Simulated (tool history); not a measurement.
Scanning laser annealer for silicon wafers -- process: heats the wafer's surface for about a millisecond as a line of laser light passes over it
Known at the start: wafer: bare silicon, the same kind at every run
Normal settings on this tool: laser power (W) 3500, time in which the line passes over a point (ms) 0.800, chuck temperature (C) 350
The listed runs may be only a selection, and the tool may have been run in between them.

run,hour,laser power (W),time in which the line passes over a point (ms),chuck temperature (C),highest temperature of the surface (C)
1,0.0,3500,0.800,350,1137
2,60.6,3160,0.800,350,1041
3,124.6,3005,0.800,350,994
4,184.5,3005,0.800,350,1013
5,238.5,3799,0.800,350,1244
6,293.6,3799,0.800,350,1240
7,350.7,3799,0.800,350,1241
8,417.1,3799,0.800,350,1239
9,481.2,3799,0.800,350,1233
10,524.9,3799,0.800,350,1237
11,601.4,3799,0.800,350,1234
12,685.5,3799,0.800,350,1228
13,725.9,3548,0.800,350,1158
14,802.8,3548,0.800,350,1158
15,841.9,3548,0.800,350,1158
16,910.8,3500,0.829,365,1170
17,965.4,3500,0.725,365,1117
18,1037.0,3500,0.725,365,1115
19,1111.9,3333,0.744,359,1070
20,1171.7,3500,0.696,350,1082
21,1222.7,3500,0.696,350,1072
22,1272.9,3642,0.696,350,1108
23,1353.5,3149,0.696,364,993
24,1416.5,3357,0.800,387,1116
25,1480.3,3795,0.685,332,1120
26,1551.6,3500,0.800,362,1134
27,1625.4,3096,0.635,350,933
28,1688.2,3096,0.635,350,947
29,1743.1,3096,0.635,350,946

Removed from this log: 3 entries logged between the listed runs. Between which two listed runs does each belong, and how does the tool's hidden state at the listed run before it compare with that at the listed run after it?
Logged between run 3 and run 4: window over the wafer cleaned (hour 182.5)
  light that passes the window, % of a clean one's: 97.89 -> 99.92; laser's true power over the reading, %: -0.76 -> -0.78; width of the line over the set one, %: 0.31 -> 0.36
  measured value less the no-hidden-state value, highest temperature of the surface (C): -25 -> -9
Logged between run 20 and run 21: laser's power meter calibrated (hour 1179.1)
  light that passes the window, % of a clean one's: 99.01 -> 98.97; laser's true power over the reading, %: -1.22 -> -2.04; width of the line over the set one, %: 1.25 -> 1.3
  measured value less the no-hidden-state value, highest temperature of the surface (C): -28 -> -36
Logged between run 27 and run 28: laser's power meter calibrated, once more (hour 1679.9)
  light that passes the window, % of a clean one's: 98.59 -> 98.54; laser's true power over the reading, %: -2.22 -> -0.31; width of the line over the set one, %: 1.67 -> 1.72
  measured value less the no-hidden-state value, highest temperature of the surface (C): -35 -> -21
